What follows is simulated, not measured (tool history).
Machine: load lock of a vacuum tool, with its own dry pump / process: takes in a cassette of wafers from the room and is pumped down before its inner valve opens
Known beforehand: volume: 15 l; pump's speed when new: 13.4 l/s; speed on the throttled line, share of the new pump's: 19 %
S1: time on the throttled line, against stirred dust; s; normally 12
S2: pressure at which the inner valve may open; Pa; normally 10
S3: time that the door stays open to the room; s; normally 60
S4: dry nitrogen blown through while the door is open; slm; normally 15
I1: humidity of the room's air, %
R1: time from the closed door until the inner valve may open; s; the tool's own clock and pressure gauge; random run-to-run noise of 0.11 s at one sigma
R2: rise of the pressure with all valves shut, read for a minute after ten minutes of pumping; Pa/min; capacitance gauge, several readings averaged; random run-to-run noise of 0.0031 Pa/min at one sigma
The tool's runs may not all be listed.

{"run": 1, "hour": 0.0, "S1": 12, "S2": 10, "S3": 60, "S4": 15, "I1": 43.1, "R1": 20.6, "R2": 0.284}
{"run": 2, "hour": 125.0, "S1": 12, "S2": 18, "S3": 60, "S4": 15, "I1": 46.6, "R1": 19.7, "R2": 0.291}
{"run": 3, "hour": 272.3, "S1": 12, "S2": 18, "S3": 60, "S4": 15, "I1": 48.4, "R1": 19.5, "R2": 0.293}
{"run": 4, "hour": 489.3, "S1": 16, "S2": 10, "S3": 60, "S4": 15, "I1": 45.2, "R1": 23.8, "R2": 0.304}
{"run": 5, "hour": 601.6, "S1": 16, "S2": 10, "S3": 60, "S4": 15, "I1": 44.1, "R1": 23.9, "R2": 0.318}
{"run": 6, "hour": 869.5, "S1": 12, "S2": 10, "S3": 60, "S4": 15, "I1": 46.6, "R1": 20.2, "R2": 0.333}
{"run": 7, "hour": 1035.2, "S1": 12, "S2": 10, "S3": 60, "S4": 15, "I1": 45.3, "R1": 20.4, "R2": 0.34}
{"run": 8, "hour": 1300.8, "S1": 12, "S2": 10, "S3": 60, "S4": 15, "I1": 45.8, "R1": 20.3, "R2": 0.356}
{"run": 9, "hour": 1461.5, "S1": 8, "S2": 10, "S3": 60, "S4": 10, "I1": 45.9, "R1": 17.3, "R2": 0.372}
{"run": 10, "hour": 1684.9, "S1": 9, "S2": 20, "S3": 33, "S4": 15, "I1": 44.1, "R1": 17.3, "R2": 0.357}
{"run": 11, "hour": 1836.6, "S1": 14, "S2": 19, "S3": 49, "S4": 11, "I1": 43.7, "R1": 21.6, "R2": 0.379}
{"run": 12, "hour": 1948.3, "S1": 14, "S2": 19, "S3": 49, "S4": 11, "I1": 46.6, "R1": 21.4, "R2": 0.392}
{"run": 13, "hour": 2067.8, "S1": 14, "S2": 19, "S3": 49, "S4": 11, "I1": 46, "R1": 21.3, "R2": 0.398}
{"run": 14, "hour": 2284.6, "S1": 8, "S2": 10, "S3": 222, "S4": 15, "I1": 43.7, "R1": 17.3, "R2": 0.466}
{"run": 15, "hour": 2411.0, "S1": 8, "S2": 10, "S3": 222, "S4": 15, "I1": 47.7, "R1": 17.5, "R2": 0.495}

Below are 5 alternative next runs, each starting from the tool's condition after run 15. Predict each:
{"run": "A", "hour": 2578.6, "S1": 12, "S2": 15, "S3": 60, "S4": 15, "I1": 46.7, "R1": "?", "R2": "?"}
{"run": "B", "hour": 2578.6, "S1": 16, "S2": 10, "S3": 36, "S4": 13, "I1": 45, "R1": "?", "R2": "?"}
{"run": "C", "hour": 2578.6, "S1": 12, "S2": 16, "S3": 83, "S4": 15, "I1": 47, "R1": "?", "R2": "?"}
{"run": "D", "hour": 2578.6, "S1": 8, "S2": 10, "S3": 116, "S4": 33, "I1": 46.6, "R1": "?", "R2": "?"}
{"run": "E", "hour": 2578.6, "S1": 16, "S2": 10, "S3": 61, "S4": 24, "I1": 46.5, "R1": "?", "R2": "?"}

run=A R1=20 R2=0.438
run=B R1=23.8 R2=0.422
run=C R1=20 R2=0.452
run=D R1=17.6 R2=0.44
run=E R1=23.7 R2=0.422
Without the tool's hidden state the same runs would have given:
run=A R1=19.6 R2=0.066
run=B R1=23.4 R2=0.05
run=C R1=19.6 R2=0.079
run=D R1=17.1 R2=0.067
run=E R1=23.2 R2=0.051
